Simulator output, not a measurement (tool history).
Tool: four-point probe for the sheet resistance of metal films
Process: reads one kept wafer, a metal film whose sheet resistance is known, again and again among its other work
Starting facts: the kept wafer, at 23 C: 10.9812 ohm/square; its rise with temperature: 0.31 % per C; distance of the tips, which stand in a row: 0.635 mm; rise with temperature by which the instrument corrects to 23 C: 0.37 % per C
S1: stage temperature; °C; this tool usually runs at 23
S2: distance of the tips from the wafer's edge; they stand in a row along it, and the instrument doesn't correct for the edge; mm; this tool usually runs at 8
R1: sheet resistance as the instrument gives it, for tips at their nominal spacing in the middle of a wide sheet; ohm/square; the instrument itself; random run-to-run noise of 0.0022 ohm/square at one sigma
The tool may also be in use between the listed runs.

run	hour	S1	S2	R1
1	0.0	23	8	11.015863
2	18.3	19	8	11.043230
3	37.2	19	8	11.040806
4	56.8	19	8	11.042320
5	76.7	19	8	11.052052
6	101.9	19	8	11.043071
7	117.7	25	4	11.112833

What does the tool deliver on the next run?
8	138.0	33	12	?

Run 8 gave R1 10.934113 ohm/square.
Minus the tool's unlogged condition, the same run would have read R1 10.933813 ohm/square.
